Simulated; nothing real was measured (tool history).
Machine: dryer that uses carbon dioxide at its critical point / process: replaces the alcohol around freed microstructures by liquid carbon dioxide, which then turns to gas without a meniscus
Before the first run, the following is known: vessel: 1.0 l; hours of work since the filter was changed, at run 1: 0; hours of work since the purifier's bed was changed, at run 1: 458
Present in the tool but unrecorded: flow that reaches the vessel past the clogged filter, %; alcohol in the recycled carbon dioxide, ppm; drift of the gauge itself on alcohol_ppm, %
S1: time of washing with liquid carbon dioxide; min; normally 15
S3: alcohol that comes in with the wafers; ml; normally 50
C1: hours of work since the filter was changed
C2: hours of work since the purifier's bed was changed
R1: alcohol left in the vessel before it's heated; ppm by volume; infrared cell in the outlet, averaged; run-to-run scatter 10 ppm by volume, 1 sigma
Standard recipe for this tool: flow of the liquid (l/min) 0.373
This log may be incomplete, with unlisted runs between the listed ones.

run 1 hour=0 | S1=15 flow_of_the_liquid_(l/min)=0.373 S3=50 | C1=0 C2=458 | R1=716
run 2 hour=15 | S1=15 flow_of_the_liquid_(l/min)=0.373 S3=50 | C1=10 C2=467 | R1=730
run 3 hour=34.4 | S1=15 flow_of_the_liquid_(l/min)=0.373 S3=50 | C1=22 C2=480 | R1=729
run 4 hour=46.8 | S1=15 flow_of_the_liquid_(l/min)=0.373 S3=50 | C1=30 C2=488 | R1=735
run 5 hour=58.8 | S1=15 flow_of_the_liquid_(l/min)=0.373 S3=50 | C1=38 C2=496 | R1=750
run 6 hour=79.1 | S1=15 flow_of_the_liquid_(l/min)=0.373 S3=50 | C1=51 C2=509 | R1=749
run 7 hour=97.9 | S1=15 flow_of_the_liquid_(l/min)=0.373 S3=50 | C1=63 C2=521 | R1=780
run 8 hour=117.6 | S1=15 flow_of_the_liquid_(l/min)=0.373 S3=50 | C1=75 C2=533 | R1=784
run 9 hour=138.1 | S1=15 flow_of_the_liquid_(l/min)=0.373 S3=50 | C1=89 C2=546 | R1=789
run 10 hour=156.5 | S1=15 flow_of_the_liquid_(l/min)=0.373 S3=50 | C1=100 C2=558 | R1=787
run 11 hour=177.5 | S1=15 flow_of_the_liquid_(l/min)=0.373 S3=50 | C1=114 C2=572 | R1=812
run 12 hour=189 | S1=15 flow_of_the_liquid_(l/min)=0.373 S3=50 | C1=121 C2=579 | R1=828
run 13 hour=203.2 | S1=19 flow_of_the_liquid_(l/min)=0.384 S3=102 | C1=130 C2=588 | R1=518
run 14 hour=212 | S1=15 flow_of_the_liquid_(l/min)=0.373 S3=32 | C1=136 C2=594 | R1=602
run 15 hour=221.6 | S1=15 flow_of_the_liquid_(l/min)=0.594 S3=50 | C1=142 C2=600 | R1=235
run 16 hour=236.2 | S1=15 flow_of_the_liquid_(l/min)=0.594 S3=50 | C1=152 C2=609 | R1=242
run 17 hour=246.9 | S1=11 flow_of_the_liquid_(l/min)=0.632 S3=24 | C1=158 C2=616 | R1=301
run 18 hour=266.1 | S1=23 flow_of_the_liquid_(l/min)=0.373 S3=50 | C1=171 C2=629 | R1=258
run 19 hour=285.2 | S1=12 flow_of_the_liquid_(l/min)=0.497 S3=82 | C1=183 C2=641 | R1=1035
run 20 hour=296.1 | S1=12 flow_of_the_liquid_(l/min)=0.497 S3=82 | C1=190 C2=648 | R1=1028
run 21 hour=308 | S1=11 flow_of_the_liquid_(l/min)=0.415 S3=82 | C1=198 C2=655 | R1=2664
run 22 hour=323.2 | S1=11 flow_of_the_liquid_(l/min)=0.415 S3=82 | C1=207 C2=665 | R1=2582

Below are 4 alternative next runs, each starting from the tool's condition after run 22. Predict each:
run A hour=342.3 | S1=21 flow_of_the_liquid_(l/min)=0.373 S3=50 | C1=220 C2=677 | R1=?
run B hour=342.3 | S1=9 flow_of_the_liquid_(l/min)=0.298 S3=57 | C1=220 C2=677 | R1=?
run C hour=342.3 | S1=11 flow_of_the_liquid_(l/min)=0.373 S3=66 | C1=220 C2=677 | R1=?
run D hour=342.3 | S1=10 flow_of_the_liquid_(l/min)=0.373 S3=50 | C1=220 C2=677 | R1=?

run=A R1=328
run=B R1=7141
run=C R1=3014
run=D R1=3057
Take away the tool's hidden state, keep each run's random variation, and the runs would have read:
run=A R1=101
run=B R1=6433
run=C R1=2498
run=D R1=2563
